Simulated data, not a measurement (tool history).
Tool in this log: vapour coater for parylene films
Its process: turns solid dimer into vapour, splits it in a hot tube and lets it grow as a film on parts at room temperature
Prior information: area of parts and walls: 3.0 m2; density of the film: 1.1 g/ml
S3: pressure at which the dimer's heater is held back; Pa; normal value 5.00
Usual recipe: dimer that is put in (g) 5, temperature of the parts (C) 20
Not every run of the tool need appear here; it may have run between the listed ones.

Run 1, day 0.000: usual settings. Result: thickness of the film (µm) 0.83.
Run 2, day 0.546: usual settings. Result: thickness of the film (µm) 0.81.
Run 3, day 1.279: usual settings but S3 2.43 Pa. Result: thickness of the film (µm) 0.97.
Run 4, day 1.775: usual settings but temperature of the parts (C) 18, S3 2.43 Pa. Result: thickness of the film (µm) 1.04.
Run 5, day 2.617: usual settings but S3 10.03 Pa. Result: thickness of the film (µm) 0.71.
Run 6, day 3.250: usual settings but S3 10.03 Pa. Result: thickness of the film (µm) 0.65.
Run 7, day 3.954: usual settings but S3 10.03 Pa. Result: thickness of the film (µm) 0.69.
Run 8, day 4.683: usual settings but S3 10.03 Pa. Result: thickness of the film (µm) 0.69.
At day 5.354: trap's valve overhauled.
Run 9, day 5.525: usual settings but dimer that is put in (g) 2, S3 10.03 Pa. Result: thickness of the film (µm) 0.30.
Run 10, day 6.354: usual settings but dimer that is put in (g) 2, S3 10.03 Pa. Result: thickness of the film (µm) 0.29.
Run 11, day 7.221: usual settings but dimer that is put in (g) 3. Result: thickness of the film (µm) 0.54.
Run 12, day 7.900: usual settings. Result: thickness of the film (µm) 0.88.
Run 13, day 8.538: usual settings. Result: thickness of the film (µm) 0.86.
Run 14, day 9.454: usual settings. Result: thickness of the film (µm) 0.87.
Run 15, day 10.212: usual settings. Result: thickness of the film (µm) 0.88.
Run 16, day 10.650: usual settings but temperature of the parts (C) 18. Result: thickness of the film (µm) 0.92.
Run 17, day 11.512: usual settings but temperature of the parts (C) 18, S3 6.87 Pa. Result: thickness of the film (µm) 0.83.
Run 18, day 12.092: usual settings but temperature of the parts (C) 18, S3 6.87 Pa. Result: thickness of the film (µm) 0.85.
Run 19, day 12.867: usual settings but temperature of the parts (C) 15. Result: thickness of the film (µm) 1.00.
Run 20, day 13.379: usual settings but temperature of the parts (C) 21. Result: thickness of the film (µm) 0.83.
Run 21, day 14.304: usual settings but temperature of the parts (C) 21. Result: thickness of the film (µm) 0.83.
Run 22, day 14.962: usual settings but temperature of the parts (C) 25. Result: thickness of the film (µm) 0.73.
Run 23, day 15.883: usual settings but temperature of the parts (C) 25. Result: thickness of the film (µm) 0.74.
Run 24, day 16.642: usual settings but temperature of the parts (C) 25. Result: thickness of the film (µm) 0.74.
Run 25, day 17.146: usual settings but temperature of the parts (C) 25. Result: thickness of the film (µm) 0.73.
Run 26, day 18.200: usual settings but temperature of the parts (C) 25. Result: thickness of the film (µm) 0.71.
Run 27, day 18.883: usual settings but S3 3.27 Pa. Result: thickness of the film (µm) 0.93.
Run 28, day 19.412: usual settings but dimer that is put in (g) 2, temperature of the parts (C) 17. Result: thickness of the film (µm) 0.35.
Run 29, day 20.271: usual settings but temperature of the parts (C) 19. Result: thickness of the film (µm) 0.83.
Run 30, day 21.283: usual settings but temperature of the parts (C) 19. Result: thickness of the film (µm) 0.83.
Run 31, day 22.142: usual settings but dimer that is put in (g) 4, temperature of the parts (C) 19, S3 9.74 Pa. Result: thickness of the film (µm) 0.56.
Run 32, day 23.075: usual settings but dimer that is put in (g) 8, temperature of the parts (C) 21, S3 11.70 Pa. Result: thickness of the film (µm) 1.05.
Run 33, day 23.888: usual settings but temperature of the parts (C) 32, S3 5.81 Pa. Result: thickness of the film (µm) 0.54.
Run 34, day 24.850: usual settings but temperature of the parts (C) 32, S3 3.64 Pa. Result: thickness of the film (µm) 0.64.
Run 35, day 25.475: usual settings but temperature of the parts (C) 26, S3 9.21 Pa. Result: thickness of the film (µm) 0.58.
Run 36, day 26.379: usual settings but dimer that is put in (g) 6, temperature of the parts (C) 14, S3 2.06 Pa. Result: thickness of the film (µm) 1.43.
Run 37, day 27.296: usual settings but temperature of the parts (C) 16, S3 2.06 Pa. Result: thickness of the film (µm) 1.12.
At day 28.029: trap's valve overhauled.
Run 38, day 28.350: usual settings but temperature of the parts (C) 16, S3 2.06 Pa. Result: thickness of the film (µm) 1.20.
Run 39, day 28.858: usual settings but dimer that is put in (g) 3, temperature of the parts (C) 22, S3 11.21 Pa. Result: thickness of the film (µm) 0.41.
Run 40, day 29.712: usual settings but dimer that is put in (g) 7, temperature of the parts (C) 29, S3 4.99 Pa. Result: thickness of the film (µm) 0.93.
Run 41, day 30.183: usual settings but S3 5.96 Pa. Result: thickness of the film (µm) 0.83.
Run 42, day 30.629: usual settings but temperature of the parts (C) 19, S3 10.62 Pa. Result: thickness of the film (µm) 0.76.
Run 43, day 31.562: usual settings but dimer that is put in (g) 8, temperature of the parts (C) 23, S3 10.19 Pa. Result: thickness of the film (µm) 1.06.
Run 44, day 32.375: usual settings but dimer that is put in (g) 8, temperature of the parts (C) 28, S3 9.33 Pa. Result: thickness of the film (µm) 0.93.
Run 45, day 32.967: usual settings but dimer that is put in (g) 8, temperature of the parts (C) 28, S3 9.33 Pa. Result: thickness of the film (µm) 0.96.

Below are 3 alternative next runs, each starting from the tool's condition after run 45. Predict each:
Run A, day 33.746: usual settings but dimer that is put in (g) 8, temperature of the parts (C) 29, S3 9.33 Pa. Result: thickness of the film (µm) ?.
Run B, day 33.746: usual settings but dimer that is put in (g) 8, temperature of the parts (C) 23, S3 2.86 Pa. Result: thickness of the film (µm) ?.
Run C, day 33.746: usual settings but dimer that is put in (g) 9, temperature of the parts (C) 16, S3 9.33 Pa. Result: thickness of the film (µm) ?.

run  thickness of the film (µm)
  A                        0.91
  B                        1.46
  C                        1.49
With the hidden condition removed and each run's random variation left untouched, the same runs would have given:
run  thickness of the film (µm)
  A                        0.95
  B                        1.52
  C                        1.56

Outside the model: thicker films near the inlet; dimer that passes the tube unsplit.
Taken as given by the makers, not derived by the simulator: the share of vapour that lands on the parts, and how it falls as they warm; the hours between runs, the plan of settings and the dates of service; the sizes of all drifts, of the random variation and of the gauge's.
